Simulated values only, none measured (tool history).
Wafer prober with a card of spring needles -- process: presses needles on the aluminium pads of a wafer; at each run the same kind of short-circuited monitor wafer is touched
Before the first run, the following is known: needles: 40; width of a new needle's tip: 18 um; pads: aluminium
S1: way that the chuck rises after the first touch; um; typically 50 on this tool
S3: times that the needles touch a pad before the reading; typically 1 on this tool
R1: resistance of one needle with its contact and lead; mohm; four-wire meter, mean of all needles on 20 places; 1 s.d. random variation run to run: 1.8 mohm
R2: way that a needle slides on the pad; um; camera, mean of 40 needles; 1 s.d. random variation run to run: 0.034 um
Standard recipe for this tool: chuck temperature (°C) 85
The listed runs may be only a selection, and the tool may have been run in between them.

run 1 day=0 | S1=50 chuck_temperature_(°C)=85 S3=1 | R1=634 R2=10.62
-- day=0.329 tips cleaned on abrasive film
run 2 day=0.588 | S1=50 chuck_temperature_(°C)=39 S3=1 | R1=568 R2=10.59
-- day=1.108 tips cleaned on abrasive film
run 3 day=1.192 | S1=50 chuck_temperature_(°C)=105 S3=1 | R1=340 R2=10.54
-- day=1.917 tips cleaned on abrasive film
run 4 day=1.933 | S1=50 chuck_temperature_(°C)=105 S3=1 | R1=237 R2=10.49
run 5 day=2.529 | S1=50 chuck_temperature_(°C)=105 S3=1 | R1=725 R2=10.55
-- day=2.688 tips cleaned on abrasive film
run 6 day=3.15 | S1=50 chuck_temperature_(°C)=85 S3=1 | R1=695 R2=10.55
-- day=3.496 tips cleaned on abrasive film
run 7 day=3.896 | S1=50 chuck_temperature_(°C)=85 S3=1 | R1=658 R2=10.6
run 8 day=4.246 | S1=50 chuck_temperature_(°C)=85 S3=1 | R1=802 R2=10.54
-- day=4.308 tips cleaned on abrasive film
run 9 day=4.942 | S1=50 chuck_temperature_(°C)=85 S3=1 | R1=749 R2=10.5
-- day=5.112 tips cleaned on abrasive film
run 10 day=5.625 | S1=50 chuck_temperature_(°C)=85 S3=1 | R1=742 R2=10.54
-- day=5.921 tips cleaned on abrasive film
run 11 day=6.2 | S1=50 chuck_temperature_(°C)=85 S3=1 | R1=579 R2=10.46
-- day=6.717 tips cleaned on abrasive film
run 12 day=6.725 | S1=50 chuck_temperature_(°C)=85 S3=3 | R1=208 R2=10.49
-- day=6.767 height of the first contact set anew
run 13 day=7.058 | S1=50 chuck_temperature_(°C)=85 S3=3 | R1=351 R2=10.49
-- day=7.517 tips cleaned on abrasive film
run 14 day=7.704 | S1=50 chuck_temperature_(°C)=85 S3=3 | R1=293 R2=10.43
run 15 day=8.196 | S1=50 chuck_temperature_(°C)=85 S3=3 | R1=409 R2=10.48
-- day=8.3 tips cleaned on abrasive film
run 16 day=8.517 | S1=50 chuck_temperature_(°C)=85 S3=1 | R1=534 R2=10.37
-- day=9.104 tips cleaned on abrasive film
run 17 day=9.162 | S1=50 chuck_temperature_(°C)=85 S3=1 | R1=353 R2=10.39
-- day=9.496 height of the first contact set anew, once more
run 18 day=9.754 | S1=48 chuck_temperature_(°C)=85 S3=2 | R1=570 R2=10.2
-- day=9.908 tips cleaned on abrasive film
run 19 day=10.283 | S1=50 chuck_temperature_(°C)=55 S3=1 | R1=675 R2=10.57
-- day=10.688 tips cleaned on abrasive film
run 20 day=10.938 | S1=62 chuck_temperature_(°C)=29 S3=1 | R1=447 R2=13.1
-- day=11.488 tips cleaned on abrasive film
run 21 day=11.538 | S1=50 chuck_temperature_(°C)=44 S3=1 | R1=297 R2=10.51
run 22 day=11.904 | S1=36 chuck_temperature_(°C)=42 S3=1 | R1=1130 R2=7.58
-- day=12.308 tips cleaned on abrasive film
run 23 day=12.558 | S1=61 chuck_temperature_(°C)=124 S3=2 | R1=335 R2=12.83
-- day=13.112 tips cleaned on abrasive film
run 24 day=13.208 | S1=67 chuck_temperature_(°C)=70 S3=1 | R1=271 R2=14.1
run 25 day=13.858 | S1=59 chuck_temperature_(°C)=32 S3=2 | R1=472 R2=12.39
-- day=13.929 tips cleaned on abrasive film
run 26 day=14.571 | S1=50 chuck_temperature_(°C)=78 S3=1 | R1=800 R2=10.52
-- day=14.712 tips cleaned on abrasive film
run 27 day=15.125 | S1=34 chuck_temperature_(°C)=107 S3=1 | R1=1274 R2=7.13
-- day=15.496 tips cleaned on abrasive film
run 28 day=15.508 | S1=34 chuck_temperature_(°C)=49 S3=1 | R1=314 R2=7.09
run 29 day=15.925 | S1=34 chuck_temperature_(°C)=49 S3=1 | R1=1345 R2=7.03
-- day=16.271 tips cleaned on abrasive film
run 30 day=16.667 | S1=50 chuck_temperature_(°C)=27 S3=2 | R1=514 R2=10.45
-- day=17.067 tips cleaned on abrasive film
run 31 day=17.379 | S1=50 chuck_temperature_(°C)=36 S3=1 | R1=632 R2=10.41

Expected results for the next run?
-- day=17.892 tips cleaned on abrasive film
run 32 day=18.058 | S1=68 chuck_temperature_(°C)=35 S3=1 | R1=? R2=?

R1: 348 mohm
R2: 14.18 um
With no hidden state in the tool, this same run would have given R1 161 mohm, R2 14.36 um.
